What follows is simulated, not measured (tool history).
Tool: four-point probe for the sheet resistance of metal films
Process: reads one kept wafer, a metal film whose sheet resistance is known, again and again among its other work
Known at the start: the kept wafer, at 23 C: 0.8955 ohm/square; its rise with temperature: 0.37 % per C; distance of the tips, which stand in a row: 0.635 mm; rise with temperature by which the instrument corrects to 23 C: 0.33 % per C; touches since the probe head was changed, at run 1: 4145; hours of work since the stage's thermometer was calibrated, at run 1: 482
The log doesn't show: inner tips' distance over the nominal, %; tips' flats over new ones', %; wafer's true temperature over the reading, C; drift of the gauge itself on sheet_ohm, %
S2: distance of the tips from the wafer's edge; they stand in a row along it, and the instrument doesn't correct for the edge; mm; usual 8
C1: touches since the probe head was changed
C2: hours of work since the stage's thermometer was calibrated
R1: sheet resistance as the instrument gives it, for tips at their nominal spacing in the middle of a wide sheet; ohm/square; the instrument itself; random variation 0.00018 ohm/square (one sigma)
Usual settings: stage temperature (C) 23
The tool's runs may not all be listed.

{"run": 1, "hour": 0.0, "stage temperature (C)": 23, "S2": 8, "C1": 4145, "C2": 482, "R1": 0.899747}
{"run": 2, "hour": 22.1, "stage temperature (C)": 23, "S2": 8, "C1": 4428, "C2": 493, "R1": 0.899643}
{"run": 3, "hour": 47.6, "stage temperature (C)": 23, "S2": 8, "C1": 4755, "C2": 506, "R1": 0.8996}
{"run": 4, "hour": 76.1, "stage temperature (C)": 23, "S2": 8, "C1": 5118, "C2": 520, "R1": 0.899518}
{"run": 5, "hour": 101.3, "stage temperature (C)": 23, "S2": 28, "C1": 5441, "C2": 532, "R1": 0.896645}
{"run": 6, "hour": 134.7, "stage temperature (C)": 23, "S2": 13, "C1": 5868, "C2": 548, "R1": 0.897528}
{"run": 7, "hour": 160.1, "stage temperature (C)": 23, "S2": 8, "C1": 6193, "C2": 561, "R1": 0.899209}
{"run": 8, "hour": 185.8, "stage temperature (C)": 23, "S2": 8, "C1": 6522, "C2": 574, "R1": 0.899616}
{"run": 9, "hour": 212.7, "stage temperature (C)": 23, "S2": 8, "C1": 6867, "C2": 587, "R1": 0.899822}
{"run": 10, "hour": 237.9, "stage temperature (C)": 23, "S2": 44, "C1": 7189, "C2": 599, "R1": 0.896812}
{"run": 11, "hour": 271.9, "stage temperature (C)": 23, "S2": 4, "C1": 7623, "C2": 616, "R1": 0.90852}
{"run": 12, "hour": 309.0, "stage temperature (C)": 33, "S2": 21, "C1": 8098, "C2": 634, "R1": 0.90084}
{"run": 13, "hour": 339.3, "stage temperature (C)": 33, "S2": 21, "C1": 8486, "C2": 649, "R1": 0.90074}
{"run": 14, "hour": 373.8, "stage temperature (C)": 20, "S2": 15, "C1": 8927, "C2": 666, "R1": 0.896072}
{"run": 15, "hour": 393.5, "stage temperature (C)": 30, "S2": 15, "C1": 9179, "C2": 676, "R1": 0.899744}
{"run": 16, "hour": 424.2, "stage temperature (C)": 30, "S2": 15, "C1": 9572, "C2": 691, "R1": 0.899778}

Forecast run 17:
{"run": 17, "hour": 451.7, "stage temperature (C)": 19, "S2": 6, "C1": 9923, "C2": 704, "R1": "?"}

{"run 17": {"R1": 0.900479}}
Without the tool's hidden state the same run would have given R1 0.899437 ohm/square.
